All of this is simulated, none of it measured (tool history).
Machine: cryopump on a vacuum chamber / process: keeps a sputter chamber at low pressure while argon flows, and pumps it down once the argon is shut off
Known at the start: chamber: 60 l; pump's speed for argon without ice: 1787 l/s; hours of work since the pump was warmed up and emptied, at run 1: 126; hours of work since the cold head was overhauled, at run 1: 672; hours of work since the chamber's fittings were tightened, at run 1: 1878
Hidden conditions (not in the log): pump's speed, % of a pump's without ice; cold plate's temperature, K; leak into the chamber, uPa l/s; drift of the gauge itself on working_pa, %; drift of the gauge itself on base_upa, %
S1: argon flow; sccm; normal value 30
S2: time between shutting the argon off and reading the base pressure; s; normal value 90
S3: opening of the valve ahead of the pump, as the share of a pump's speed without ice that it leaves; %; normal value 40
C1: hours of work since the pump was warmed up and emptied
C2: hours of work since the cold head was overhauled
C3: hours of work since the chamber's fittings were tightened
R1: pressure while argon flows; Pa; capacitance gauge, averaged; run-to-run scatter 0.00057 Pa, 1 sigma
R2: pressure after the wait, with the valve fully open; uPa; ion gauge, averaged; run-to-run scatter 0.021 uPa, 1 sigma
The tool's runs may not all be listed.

run	day	S1	S2	S3	C1	C2	C3	R1	R2
1	0	30	90	40	126	672	1878	0.073	1.5
2	1.933	18	90	40	145	691	1898	0.0441	1.52
3	3.038	18	90	40	156	702	1909	0.0448	1.52
4	4.079	18	90	18	167	713	1919	0.0968	1.56
5	5.462	30	90	40	181	727	1933	0.0751	1.62
6	6.758	30	90	40	194	740	1946	0.0748	1.65
7	8.383	30	90	40	210	756	1962	0.0751	1.67
8	9.742	30	90	40	224	770	1976	0.0758	1.61
9	11.367	30	90	40	240	786	1992	0.0764	1.69
10	13.196	30	90	40	258	804	2011	0.0756	1.72
11	14.667	30	90	40	273	819	2025	0.0765	1.75
12	15.612	30	90	40	283	828	2035	0.0771	1.74
13	17.708	30	90	40	304	849	2056	0.0767	1.81
14	19.221	30	90	40	319	865	2071	0.0764	1.86
15	21.075	30	253	40	337	883	2090	0.0772	1.66
16	22.067	30	253	40	347	893	2100	0.0778	1.68
17	23.962	13	90	40	366	912	2119	0.0338	1.93
18	26.012	34	90	48	387	933	2139	0.0764	1.88
19	27.104	34	24	48	398	944	2150	0.0761	2.82
20	28.162	30	129	26	409	954	2161	0.1187	1.95
21	30.142	30	129	26	428	974	2181	0.1182	1.94
22	32	36	90	24	447	993	2199	0.1522	1.94
23	33.4	21	166	15	461	1007	2213	0.1397	1.89
24	35.212	21	166	15	479	1025	2232	0.1398	1.97
# day 36.217: leaking fittings of the chamber tightened, without venting
25	36.658	27	34	16	493	1039	4	0.1706	1.08
26	38.721	27	34	16	514	1059	25	0.1704	1.07
27	39.717	27	34	16	524	1069	35	0.1703	1.07
28	41.167	27	34	16	538	1084	50	0.1719	1.13
# day 41.825: pump warmed up, emptied and cooled again
29	43.054	27	34	16	12	1101	66	0.159	1.01
30	44.55	27	142	16	27	1116	82	0.1599	0.46
31	45.5	38	199	22	37	1125	91	0.163	0.42
32	46.55	32	26	15	47	1136	102	0.2039	1.23
33	47.633	32	41	15	58	1147	112	0.2038	0.94
34	48.958	29	90	19	72	1160	126	0.1458	0.61

3 options for the next run, each taken on its own from the tool as it stands now. Forecast them:
A	50.204	38	90	40	84	1173	138	?	?
B	50.204	30	21	19	84	1173	138	?	?
C	50.204	17	46	18	84	1173	138	?	?

run	R1	R2
A	0.092	0.61
B	0.1522	1.59
C	0.0906	0.89
Without the tool's unlogged condition, the same runs would have read:
run	R1	R2
A	0.0898	0.48
B	0.1504	1.46
C	0.0896	0.76
